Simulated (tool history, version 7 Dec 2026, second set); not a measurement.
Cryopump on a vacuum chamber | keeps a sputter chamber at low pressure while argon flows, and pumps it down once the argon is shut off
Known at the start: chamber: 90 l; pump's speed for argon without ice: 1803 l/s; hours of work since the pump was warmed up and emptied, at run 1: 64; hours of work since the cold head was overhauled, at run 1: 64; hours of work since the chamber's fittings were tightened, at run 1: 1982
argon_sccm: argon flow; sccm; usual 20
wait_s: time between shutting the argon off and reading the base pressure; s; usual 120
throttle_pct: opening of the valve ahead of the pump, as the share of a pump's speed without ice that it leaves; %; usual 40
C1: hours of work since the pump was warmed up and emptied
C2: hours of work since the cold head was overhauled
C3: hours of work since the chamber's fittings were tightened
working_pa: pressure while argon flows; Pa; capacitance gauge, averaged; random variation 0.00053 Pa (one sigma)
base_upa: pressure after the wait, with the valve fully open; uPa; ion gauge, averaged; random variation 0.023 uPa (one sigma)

Run 1, hour 0.0: usual settings; C1 64; C2 64; C3 1982. Result: working_pa 0.0480 Pa, base_upa 1.07 uPa.
Run 2, hour 13.4: usual settings but wait_s 243 s; C1 70; C2 70; C3 1988. Result: working_pa 0.0478 Pa, base_upa 0.80 uPa.
Run 3, hour 23.2: usual settings but argon_sccm 15 sccm; C1 75; C2 75; C3 1992. Result: working_pa 0.0354 Pa, base_upa 1.09 uPa.
Run 4, hour 31.3: usual settings; C1 78; C2 78; C3 1996. Result: working_pa 0.0482 Pa, base_upa 1.13 uPa.
Run 5, hour 44.3: usual settings; C1 84; C2 84; C3 2002. Result: working_pa 0.0474 Pa, base_upa 1.12 uPa.
Run 6, hour 52.2: usual settings; C1 88; C2 88; C3 2006. Result: working_pa 0.0470 Pa, base_upa 1.12 uPa.
Run 7, hour 66.8: usual settings; C1 95; C2 95; C3 2012. Result: working_pa 0.0472 Pa, base_upa 1.17 uPa.
Run 8, hour 78.9: usual settings; C1 100; C2 100; C3 2018. Result: working_pa 0.0478 Pa, base_upa 1.08 uPa.
Run 9, hour 88.8: usual settings; C1 105; C2 105; C3 2022. Result: working_pa 0.0486 Pa, base_upa 1.11 uPa.
Run 10, hour 102.6: usual settings; C1 111; C2 111; C3 2028. Result: working_pa 0.0484 Pa, base_upa 1.08 uPa.
Run 11, hour 113.7: usual settings; C1 116; C2 116; C3 2034. Result: working_pa 0.0482 Pa, base_upa 1.09 uPa.
Run 12, hour 123.7: usual settings but argon_sccm 29 sccm; C1 120; C2 120; C3 2038. Result: working_pa 0.0716 Pa, base_upa 1.10 uPa.
Run 13, hour 139.0: usual settings; C1 127; C2 127; C3 2045. Result: working_pa 0.0481 Pa, base_upa 1.12 uPa.
Run 14, hour 150.7: usual settings; C1 133; C2 133; C3 2050. Result: working_pa 0.0482 Pa, base_upa 1.19 uPa.
Run 15, hour 161.1: usual settings; C1 137; C2 137; C3 2055. Result: working_pa 0.0489 Pa, base_upa 1.12 uPa.
Run 16, hour 168.1: usual settings but argon_sccm 33 sccm; C1 141; C2 141; C3 2058. Result: working_pa 0.0803 Pa, base_upa 1.12 uPa.
Run 17, hour 183.8: usual settings but argon_sccm 33 sccm; C1 148; C2 148; C3 2065. Result: working_pa 0.0803 Pa, base_upa 1.15 uPa.
Run 18, hour 197.0: usual settings but argon_sccm 11 sccm; C1 154; C2 154; C3 2071. Result: working_pa 0.0268 Pa, base_upa 1.15 uPa.
Run 19, hour 204.0: usual settings but argon_sccm 11 sccm, wait_s 140 s; C1 157; C2 157; C3 2075. Result: working_pa 0.0266 Pa, base_upa 1.09 uPa.
Run 20, hour 210.8: usual settings but argon_sccm 14 sccm, wait_s 140 s, throttle_pct 28 %; C1 160; C2 160; C3 2078. Result: working_pa 0.0493 Pa, base_upa 1.07 uPa.
Run 21, hour 221.7: usual settings but argon_sccm 21 sccm, wait_s 140 s, throttle_pct 15 %; C1 165; C2 165; C3 2083. Result: working_pa 0.1335 Pa, base_upa 1.06 uPa.
Run 22, hour 236.3: usual settings but argon_sccm 21 sccm, wait_s 140 s, throttle_pct 15 %; C1 172; C2 172; C3 2089. Result: working_pa 0.1324 Pa, base_upa 1.08 uPa.
Run 23, hour 250.7: usual settings but argon_sccm 8 sccm, wait_s 255 s, throttle_pct 27 %; C1 178; C2 178; C3 2096. Result: working_pa 0.0288 Pa, base_upa 0.84 uPa.
Run 24, hour 261.6: usual settings but argon_sccm 8 sccm, wait_s 255 s, throttle_pct 27 %; C1 183; C2 183; C3 2101. Result: working_pa 0.0288 Pa, base_upa 0.83 uPa.
Run 25, hour 276.0: usual settings but argon_sccm 35 sccm, wait_s 37 s; C1 190; C2 190; C3 2107. Result: working_pa 0.0864 Pa, base_upa 2.38 uPa.
Run 26, hour 288.0: usual settings but wait_s 70 s; C1 195; C2 195; C3 2113. Result: working_pa 0.0491 Pa, base_upa 1.56 uPa.
Run 27, hour 303.8: usual settings but wait_s 70 s; C1 202; C2 202; C3 2120. Result: working_pa 0.0502 Pa, base_upa 1.54 uPa.
Run 28, hour 312.8: usual settings but argon_sccm 14 sccm, wait_s 96 s, throttle_pct 19 %; C1 206; C2 206; C3 2124. Result: working_pa 0.0708 Pa, base_upa 1.30 uPa.
Run 29, hour 327.5: usual settings but argon_sccm 11 sccm, wait_s 31 s, throttle_pct 29 %; C1 213; C2 213; C3 2131. Result: working_pa 0.0363 Pa, base_upa 2.72 uPa.
Run 30, hour 336.3: usual settings but argon_sccm 14 sccm, wait_s 61 s, throttle_pct 50 %; C1 217; C2 217; C3 2135. Result: working_pa 0.0287 Pa, base_upa 1.70 uPa.
Run 31, hour 346.5: usual settings but wait_s 88 s, throttle_pct 26 %; C1 222; C2 222; C3 2139. Result: working_pa 0.0751 Pa, base_upa 1.39 uPa.
Run 32, hour 354.5: usual settings but argon_sccm 22 sccm, wait_s 177 s, throttle_pct 28 %; C1 225; C2 225; C3 2143. Result: working_pa 0.0772 Pa, base_upa 1.01 uPa.
Run 33, hour 365.5: usual settings but wait_s 22 s; C1 230; C2 230; C3 2148. Result: working_pa 0.0496 Pa, base_upa 3.63 uPa.

Measured less the same run without the tool's hidden state. The same run-to-run variation is in both; the gauge's scatter may not be:
The hidden state here: pump's speed, % of a pump's without ice; cold plate's temperature, K; leak into the chamber, uPa l/s; drift of the gauge itself on working_pa, %; drift of the gauge itself on base_upa, %.
run  working_pa  base_upa
  1     +0.0010     +0.38
  2     +0.0010     +0.38
  3     +0.0008     +0.39
  4     +0.0011     +0.38
  5     +0.0011     +0.39
  6     +0.0011     +0.39
  7     +0.0013     +0.41
  8     +0.0013     +0.39
  9     +0.0013     +0.41
 10     +0.0014     +0.39
 11     +0.0014     +0.40
 12     +0.0022     +0.39
 13     +0.0016     +0.41
 14     +0.0017     +0.43
 15     +0.0017     +0.42
 16     +0.0028     +0.42
 17     +0.0030     +0.42
 18     +0.0010     +0.42
 19     +0.0011     +0.43
 20     +0.0014     +0.43
 21     +0.0021     +0.43
 22     +0.0022     +0.43
 23     +0.0008     +0.44
 24     +0.0008     +0.44
 25     +0.0040     +0.43
 26     +0.0024     +0.44
 27     +0.0025     +0.45
 28     +0.0018     +0.45
 29     +0.0014     +0.46
 30     +0.0018     +0.45
 31     +0.0026     +0.47
 32     +0.0030     +0.46
 33     +0.0027     +0.46
